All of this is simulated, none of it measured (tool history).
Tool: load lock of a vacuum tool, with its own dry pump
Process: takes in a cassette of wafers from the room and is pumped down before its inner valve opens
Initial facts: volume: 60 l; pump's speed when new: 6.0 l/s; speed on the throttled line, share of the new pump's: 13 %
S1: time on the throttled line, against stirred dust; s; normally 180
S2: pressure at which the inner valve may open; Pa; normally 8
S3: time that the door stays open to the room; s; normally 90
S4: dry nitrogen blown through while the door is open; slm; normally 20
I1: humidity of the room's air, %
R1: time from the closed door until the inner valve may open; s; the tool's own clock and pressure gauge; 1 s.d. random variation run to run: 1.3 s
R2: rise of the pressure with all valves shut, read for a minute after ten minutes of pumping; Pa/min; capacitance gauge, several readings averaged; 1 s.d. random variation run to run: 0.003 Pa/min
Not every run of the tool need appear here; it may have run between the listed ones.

| run | hour | S1 | S2 | S3 | S4 | I1 | R1 | R2 |
|---|---|---|---|---|---|---|---|---|
| 1 | 0.0 | 180 | 8 | 90 | 20 | 38.6 | 261.0 | 0.158 |
| 2 | 232.4 | 180 | 8 | 90 | 20 | 45.2 | 262.3 | 0.165 |
| 3 | 581.6 | 180 | 8 | 90 | 17 | 42.6 | 262.8 | 0.182 |
| 4 | 979.3 | 180 | 8 | 90 | 20 | 43.2 | 262.5 | 0.181 |
| 5 | 1335.8 | 180 | 8 | 90 | 20 | 42.9 | 263.2 | 0.193 |
| 6 | 1658.6 | 180 | 8 | 90 | 20 | 45.9 | 267.0 | 0.201 |
| 7 | 1823.0 | 180 | 8 | 90 | 20 | 45.1 | 268.2 | 0.216 |
| 8 | 1987.6 | 180 | 8 | 90 | 20 | 42.4 | 264.4 | 0.215 |
| 9 | 2156.4 | 180 | 9 | 90 | 20 | 47.5 | 267.2 | 0.218 |
| 10 | 2410.5 | 180 | 8 | 90 | 20 | 48.4 | 265.5 | 0.227 |
| 11 | 2803.1 | 180 | 6 | 90 | 20 | 43.2 | 273.8 | 0.235 |
| 12 | 3118.5 | 180 | 6 | 171 | 20 | 42.8 | 275.9 | 0.258 |
| 13 | 3504.0 | 180 | 8 | 27 | 20 | 44.6 | 269.7 | 0.254 |
| 14 | 3742.0 | 180 | 8 | 27 | 20 | 43.8 | 272.6 | 0.255 |
| 15 | 3997.5 | 180 | 8 | 27 | 20 | 44.1 | 273.4 | 0.262 |
| 16 | 4197.0 | 180 | 8 | 27 | 20 | 43.6 | 273.9 | 0.270 |
| 17 | 4556.9 | 180 | 8 | 90 | 20 | 44.4 | 276.6 | 0.285 |
| 18 | 4733.1 | 180 | 8 | 90 | 20 | 47.0 | 272.6 | 0.291 |
| 19 | 5118.2 | 180 | 8 | 90 | 20 | 44.7 | 276.2 | 0.309 |
| 20 | 5526.8 | 180 | 15 | 90 | 20 | 44.3 | 268.5 | 0.322 |
|  | 5815.1 | dry pump taken out, an overhauled one fitted |
| 21 | 5819.8 | 177 | 6 | 35 | 10 | 44.5 | 255.0 | 0.332 |
| 22 | 6107.1 | 177 | 6 | 47 | 10 | 41.9 | 254.8 | 0.349 |
| 23 | 6381.5 | 111 | 8 | 90 | 5 | 46.0 | 194.9 | 0.369 |
| 24 | 6556.2 | 111 | 8 | 90 | 5 | 45.3 | 195.8 | 0.380 |
| 25 | 6860.7 | 295 | 8 | 99 | 18 | 44.1 | 352.2 | 0.372 |
| 26 | 7180.6 | 295 | 8 | 99 | 18 | 47.4 | 356.8 | 0.395 |
| 27 | 7405.4 | 307 | 14 | 76 | 17 | 46.5 | 361.9 | 0.403 |
| 28 | 7664.3 | 118 | 11 | 55 | 20 | 46.1 | 202.6 | 0.402 |
| 29 | 7906.8 | 118 | 11 | 55 | 20 | 45.5 | 201.1 | 0.407 |
| 30 | 8243.2 | 118 | 11 | 34 | 27 | 42.0 | 202.1 | 0.414 |
| 31 | 8426.8 | 118 | 11 | 34 | 27 | 48.4 | 203.0 | 0.428 |
| 32 | 8685.1 | 118 | 11 | 34 | 27 | 46.1 | 204.0 | 0.430 |
| 33 | 8907.2 | 105 | 11 | 94 | 27 | 44.8 | 191.0 | 0.458 |
| 34 | 9236.9 | 106 | 8 | 112 | 29 | 43.0 | 200.3 | 0.465 |
| 35 | 9490.7 | 106 | 7 | 112 | 29 | 43.8 | 200.1 | 0.484 |
| 36 | 9816.6 | 228 | 7 | 189 | 8 | 43.4 | 307.3 | 0.530 |
| 37 | 10059.6 | 228 | 7 | 189 | 8 | 47.1 | 307.5 | 0.554 |

Below are 3 alternative next runs, each starting from the tool's condition after run 37. Predict each:
| A | 10393.4 | 111 | 7 | 128 | 6 | 46.6 | ? | ? |
| B | 10393.4 | 228 | 6 | 189 | 8 | 46.2 | ? | ? |
| C | 10393.4 | 97 | 13 | 90 | 26 | 48.0 | ? | ? |

| run | R1 | R2 |
|---|---|---|
| A | 207.6 | 0.549 |
| B | 305.7 | 0.561 |
| C | 187.7 | 0.518 |
Without the tool's hidden state the same runs would have given:
| run | R1 | R2 |
|---|---|---|
| A | 193.9 | 0.045 |
| B | 294.0 | 0.058 |
| C | 174.7 | 0.016 |

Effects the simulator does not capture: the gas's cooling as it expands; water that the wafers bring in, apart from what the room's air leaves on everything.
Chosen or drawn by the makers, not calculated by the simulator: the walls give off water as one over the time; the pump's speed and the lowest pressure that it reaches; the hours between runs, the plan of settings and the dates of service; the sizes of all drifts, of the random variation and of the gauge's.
